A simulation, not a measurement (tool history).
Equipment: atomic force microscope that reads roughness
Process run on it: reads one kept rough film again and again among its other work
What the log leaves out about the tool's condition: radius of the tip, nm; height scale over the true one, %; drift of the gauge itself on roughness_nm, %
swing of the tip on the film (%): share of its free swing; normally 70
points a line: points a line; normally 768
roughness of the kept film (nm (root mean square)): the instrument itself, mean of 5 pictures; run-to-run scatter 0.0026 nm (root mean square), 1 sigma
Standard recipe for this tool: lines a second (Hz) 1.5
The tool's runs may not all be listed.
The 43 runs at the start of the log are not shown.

run	hour	lines a second (Hz)	swing of the tip on the film (%)	points a line	pictures with this tip	hours of work since the height scale was calibrated	roughness of the kept film (nm (root mean square))
44	384	1.98	78	493	200	444	0.942
45	389.1	3.16	75	339	208	447	0.899
46	399.1	2.48	56	503	224	452	1.018
47	405.3	2.48	56	503	234	455	1.018
48	412.5	1.5	67	768	245	459	1.01
# hour 415.5: new tip fitted
49	421.1	1.5	67	768	9	464	1.042
50	431.8	2.28	70	768	25	469	0.995
51	440.8	1.68	71	455	39	474	1.011
52	445.7	1.38	79	556	47	477	0.991

Branching from run 52: 3 alternative next runs. What would each branch give?
A	450.6	1.48	79	994	55	479	?
B	450.6	1.5	70	531	55	479	?
C	450.6	0.69	81	556	55	479	?

run	roughness of the kept film (nm (root mean square))
A	0.985
B	1.017
C	1.033
Without the tool's hidden state the same runs would have given:
run	roughness of the kept film (nm (root mean square))
A	0.999
B	1.032
C	1.048

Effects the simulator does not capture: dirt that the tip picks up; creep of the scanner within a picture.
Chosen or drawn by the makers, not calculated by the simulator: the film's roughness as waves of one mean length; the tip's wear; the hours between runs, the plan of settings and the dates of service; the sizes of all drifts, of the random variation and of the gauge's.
